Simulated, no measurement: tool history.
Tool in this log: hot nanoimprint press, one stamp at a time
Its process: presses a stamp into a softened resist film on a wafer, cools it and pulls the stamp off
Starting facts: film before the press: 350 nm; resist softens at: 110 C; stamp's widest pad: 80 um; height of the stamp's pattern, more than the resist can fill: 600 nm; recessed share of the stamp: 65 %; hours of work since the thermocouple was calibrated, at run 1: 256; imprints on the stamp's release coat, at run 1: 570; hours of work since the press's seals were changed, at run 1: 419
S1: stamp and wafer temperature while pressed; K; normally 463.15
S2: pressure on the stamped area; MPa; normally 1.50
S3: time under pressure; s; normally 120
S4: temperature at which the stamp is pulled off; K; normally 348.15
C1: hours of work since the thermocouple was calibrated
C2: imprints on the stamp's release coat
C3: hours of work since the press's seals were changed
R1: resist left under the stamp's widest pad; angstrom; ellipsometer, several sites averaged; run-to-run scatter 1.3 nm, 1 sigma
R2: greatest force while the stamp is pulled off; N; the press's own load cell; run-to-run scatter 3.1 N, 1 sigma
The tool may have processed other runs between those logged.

run 1 hour=0.0 | S1=463.15 S2=1.50 S3=120 S4=348.15 | C1=256 C2=570 C3=419 | R1=2011 R2=174
run 2 hour=28.7 | S1=463.15 S2=1.50 S3=120 S4=348.15 | C1=276 C2=713 C3=440 | R1=1996 R2=181
run 3 hour=74.5 | S1=463.15 S2=1.50 S3=120 S4=348.15 | C1=309 C2=939 C3=472 | R1=2014 R2=193
run 4 hour=106.2 | S1=463.15 S2=1.50 S3=120 S4=348.15 | C1=331 C2=1097 C3=495 | R1=1989 R2=195
run 5 hour=152.7 | S1=463.15 S2=1.50 S3=120 S4=348.15 | C1=364 C2=1327 C3=528 | R1=2011 R2=211
run 6 hour=172.4 | S1=463.15 S2=1.50 S3=120 S4=348.15 | C1=378 C2=1424 C3=542 | R1=2038 R2=212
run 7 hour=198.5 | S1=463.15 S2=1.50 S3=120 S4=348.15 | C1=397 C2=1553 C3=560 | R1=2029 R2=220
run 8 hour=233.7 | S1=463.15 S2=1.50 S3=120 S4=348.15 | C1=422 C2=1728 C3=585 | R1=2009 R2=232
-- hour=269.9 plate thermocouple calibrated
run 9 hour=279.6 | S1=463.15 S2=1.50 S3=120 S4=348.15 | C1=7 C2=1940 C3=616 | R1=1924 R2=240
run 10 hour=308.1 | S1=463.15 S2=1.50 S3=120 S4=335.15 | C1=27 C2=2082 C3=636 | R1=1927 R2=268
-- hour=318.3 stamp cleaned and given a new release coat
run 11 hour=345.4 | S1=463.15 S2=1.50 S3=120 S4=335.15 | C1=49 C2=134 C3=658 | R1=1948 R2=170
run 12 hour=371.7 | S1=463.15 S2=1.34 S3=120 S4=335.15 | C1=68 C2=264 C3=677 | R1=2019 R2=176
run 13 hour=404.2 | S1=463.15 S2=1.50 S3=145 S4=348.15 | C1=91 C2=425 C3=700 | R1=1866 R2=166
run 14 hour=437.1 | S1=464.15 S2=1.50 S3=120 S4=348.15 | C1=115 C2=588 C3=723 | R1=1941 R2=171
run 15 hour=462.5 | S1=463.15 S2=1.68 S3=120 S4=348.15 | C1=133 C2=714 C3=741 | R1=1890 R2=178
run 16 hour=492.4 | S1=463.15 S2=1.72 S3=120 S4=343.15 | C1=154 C2=862 C3=763 | R1=1868 R2=200
run 17 hour=512.9 | S1=473.15 S2=2.34 S3=120 S4=348.15 | C1=168 C2=964 C3=777 | R1=1243 R2=188
run 18 hour=538.5 | S1=473.15 S2=2.34 S3=120 S4=342.15 | C1=187 C2=1090 C3=795 | R1=1255 R2=201
run 19 hour=569.7 | S1=467.15 S2=1.28 S3=120 S4=352.15 | C1=209 C2=1245 C3=818 | R1=1900 R2=194
run 20 hour=590.9 | S1=463.15 S2=1.50 S3=120 S4=344.15 | C1=224 C2=1350 C3=833 | R1=1976 R2=213
run 21 hour=628.3 | S1=463.15 S2=1.50 S3=114 S4=348.15 | C1=250 C2=1535 C3=859 | R1=2039 R2=218
run 22 hour=658.1 | S1=468.15 S2=1.20 S3=67 S4=344.15 | C1=272 C2=1683 C3=880 | R1=2281 R2=233
run 23 hour=677.9 | S1=468.15 S2=1.20 S3=67 S4=344.15 | C1=286 C2=1781 C3=894 | R1=2314 R2=229
run 24 hour=708.2 | S1=473.15 S2=1.50 S3=86 S4=335.15 | C1=307 C2=1931 C3=916 | R1=1730 R2=263
-- hour=751.1 stamp cleaned and given a new release coat
run 25 hour=754.5 | S1=473.15 S2=1.90 S3=183 S4=341.15 | C1=336 C2=17 C3=945 | R1=1172 R2=161
run 26 hour=789.3 | S1=466.15 S2=1.90 S3=108 S4=350.15 | C1=360 C2=189 C3=969 | R1=1753 R2=155
run 27 hour=816.1 | S1=466.15 S2=1.90 S3=108 S4=350.15 | C1=380 C2=322 C3=988 | R1=1764 R2=158

5 ways to go on from here, each from the tool as it stands after run 27. What would each give?
run A hour=838.5 | S1=466.15 S2=1.38 S3=108 S4=350.15 | C1=395 C2=433 C3=1004 | R1=? R2=?
run B hour=838.5 | S1=463.15 S2=1.24 S3=120 S4=348.15 | C1=395 C2=433 C3=1004 | R1=? R2=?
run C hour=838.5 | S1=466.15 S2=1.09 S3=108 S4=350.15 | C1=395 C2=433 C3=1004 | R1=? R2=?
run D hour=838.5 | S1=469.15 S2=1.50 S3=154 S4=356.15 | C1=395 C2=433 C3=1004 | R1=? R2=?
run E hour=838.5 | S1=466.15 S2=1.07 S3=84 S4=350.15 | C1=395 C2=433 C3=1004 | R1=? R2=?

run=A R1=1999 R2=165
run=B R1=2189 R2=166
run=C R1=2182 R2=166
run=D R1=1590 R2=153
run=E R1=2386 R2=159
Take away the tool's hidden state, keep each run's random variation, and the runs would have read:
run=A R1=1894 R2=146
run=B R1=2085 R2=146
run=C R1=2088 R2=147
run=D R1=1491 R2=135
run=E R1=2293 R2=140
